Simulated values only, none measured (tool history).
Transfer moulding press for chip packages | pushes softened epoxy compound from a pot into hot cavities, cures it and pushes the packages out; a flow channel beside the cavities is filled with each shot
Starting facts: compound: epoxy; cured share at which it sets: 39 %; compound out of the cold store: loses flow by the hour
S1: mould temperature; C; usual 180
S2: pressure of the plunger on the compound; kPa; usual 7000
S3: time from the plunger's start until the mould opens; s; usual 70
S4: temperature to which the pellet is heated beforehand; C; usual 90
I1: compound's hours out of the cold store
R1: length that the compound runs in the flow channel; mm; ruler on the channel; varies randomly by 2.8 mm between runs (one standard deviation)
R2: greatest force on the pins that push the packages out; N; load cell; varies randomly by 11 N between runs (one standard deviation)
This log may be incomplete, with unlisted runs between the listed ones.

{"run": 1, "hour": 0.0, "S1": 180, "S2": 7000, "S3": 70, "S4": 90, "I1": 34.6, "R1": 691, "R2": 636}
{"run": 2, "hour": 5.7, "S1": 180, "S2": 7000, "S3": 70, "S4": 98, "I1": 16.4, "R1": 719, "R2": 717}
{"run": 3, "hour": 17.0, "S1": 180, "S2": 7000, "S3": 70, "S4": 98, "I1": 17.2, "R1": 721, "R2": 809}
{"hour": 27.0, "done": "cavities cleaned with cleaning compound and waxed"}
{"run": 4, "hour": 28.6, "S1": 180, "S2": 7000, "S3": 70, "S4": 98, "I1": 39.6, "R1": 669, "R2": 929}
{"run": 5, "hour": 40.2, "S1": 180, "S2": 5650, "S3": 70, "S4": 90, "I1": 41.1, "R1": 594, "R2": 962}
{"run": 6, "hour": 46.3, "S1": 180, "S2": 5650, "S3": 70, "S4": 90, "I1": 12.7, "R1": 652, "R2": 1112}
{"run": 7, "hour": 55.9, "S1": 180, "S2": 7000, "S3": 70, "S4": 90, "I1": 47.7, "R1": 651, "R2": 985}
{"run": 8, "hour": 63.6, "S1": 180, "S2": 7000, "S3": 70, "S4": 85, "I1": 13, "R1": 721, "R2": 1136}
{"hour": 70.0, "done": "cavities cleaned with cleaning compound and waxed"}
{"run": 9, "hour": 70.6, "S1": 180, "S2": 7000, "S3": 70, "S4": 85, "I1": 33.8, "R1": 671, "R2": 508}
{"run": 10, "hour": 78.2, "S1": 180, "S2": 7000, "S3": 70, "S4": 85, "I1": 19.5, "R1": 706, "R2": 635}
{"run": 11, "hour": 87.9, "S1": 183, "S2": 7000, "S3": 70, "S4": 90, "I1": 17.5, "R1": 694, "R2": 556}
{"hour": 94.0, "done": "cavities cleaned with cleaning compound and waxed, once more"}
{"run": 12, "hour": 97.8, "S1": 180, "S2": 7000, "S3": 62, "S4": 90, "I1": 29.3, "R1": 674, "R2": 741}
{"run": 13, "hour": 106.1, "S1": 180, "S2": 7000, "S3": 70, "S4": 90, "I1": 20.3, "R1": 700, "R2": 647}
{"run": 14, "hour": 116.4, "S1": 180, "S2": 7000, "S3": 70, "S4": 90, "I1": 39.9, "R1": 655, "R2": 695}
{"run": 15, "hour": 127.7, "S1": 180, "S2": 8500, "S3": 70, "S4": 90, "I1": 43.7, "R1": 712, "R2": 787}
{"hour": 137.7, "done": "cavities cleaned with cleaning compound and waxed"}
{"hour": 140.6, "done": "plunger's sealing rings changed"}
{"run": 16, "hour": 140.6, "S1": 172, "S2": 8200, "S3": 59, "S4": 90, "I1": 35.1, "R1": 799, "R2": 1102}
{"run": 17, "hour": 150.8, "S1": 172, "S2": 6840, "S3": 67, "S4": 90, "I1": 11.5, "R1": 781, "R2": 1200}
{"run": 18, "hour": 156.1, "S1": 180, "S2": 7200, "S3": 70, "S4": 90, "I1": 14.8, "R1": 763, "R2": 718}
{"run": 19, "hour": 167.3, "S1": 179, "S2": 6150, "S3": 70, "S4": 90, "I1": 26.5, "R1": 681, "R2": 825}
{"run": 20, "hour": 173.6, "S1": 179, "S2": 6150, "S3": 70, "S4": 90, "I1": 21, "R1": 689, "R2": 921}
{"run": 21, "hour": 180.0, "S1": 179, "S2": 6150, "S3": 70, "S4": 90, "I1": 36.7, "R1": 656, "R2": 868}
{"hour": 183.5, "done": "cavities cleaned with cleaning compound and waxed"}
{"run": 22, "hour": 187.7, "S1": 179, "S2": 6150, "S3": 70, "S4": 90, "I1": 37.9, "R1": 649, "R2": 592}
{"run": 23, "hour": 199.1, "S1": 180, "S2": 7000, "S3": 106, "S4": 90, "I1": 24, "R1": 718, "R2": 310}
{"run": 24, "hour": 210.0, "S1": 178, "S2": 7000, "S3": 70, "S4": 88, "I1": 40.2, "R1": 691, "R2": 883}
{"run": 25, "hour": 214.9, "S1": 185, "S2": 7000, "S3": 102, "S4": 80, "I1": 10, "R1": 731, "R2": 361}
{"run": 26, "hour": 223.1, "S1": 182, "S2": 6170, "S3": 102, "S4": 80, "I1": 32.5, "R1": 647, "R2": 398}
{"hour": 227.1, "done": "cavities cleaned with cleaning compound and waxed"}
{"run": 27, "hour": 236.1, "S1": 187, "S2": 7000, "S3": 70, "S4": 90, "I1": 46.8, "R1": 647, "R2": 354}

Forecast each of these 4 alternatives for the next run:
{"run": "A", "hour": 246.0, "S1": 180, "S2": 8530, "S3": 101, "S4": 100, "I1": 40.3, "R1": "?", "R2": "?"}
{"run": "B", "hour": 246.0, "S1": 180, "S2": 7000, "S3": 78, "S4": 90, "I1": 47.9, "R1": "?", "R2": "?"}
{"run": "C", "hour": 246.0, "S1": 176, "S2": 7040, "S3": 70, "S4": 88, "I1": 40.5, "R1": "?", "R2": "?"}
{"run": "D", "hour": 246.0, "S1": 180, "S2": 7000, "S3": 60, "S4": 88, "I1": 33.4, "R1": "?", "R2": "?"}

run=A R1=744 R2=330
run=B R1=660 R2=498
run=C R1=696 R2=908
run=D R1=687 R2=1041
With no hidden state in the tool, these same runs would have given:
run=A R1=765 R2=227
run=B R1=678 R2=339
run=C R1=716 R2=620
run=D R1=706 R2=713
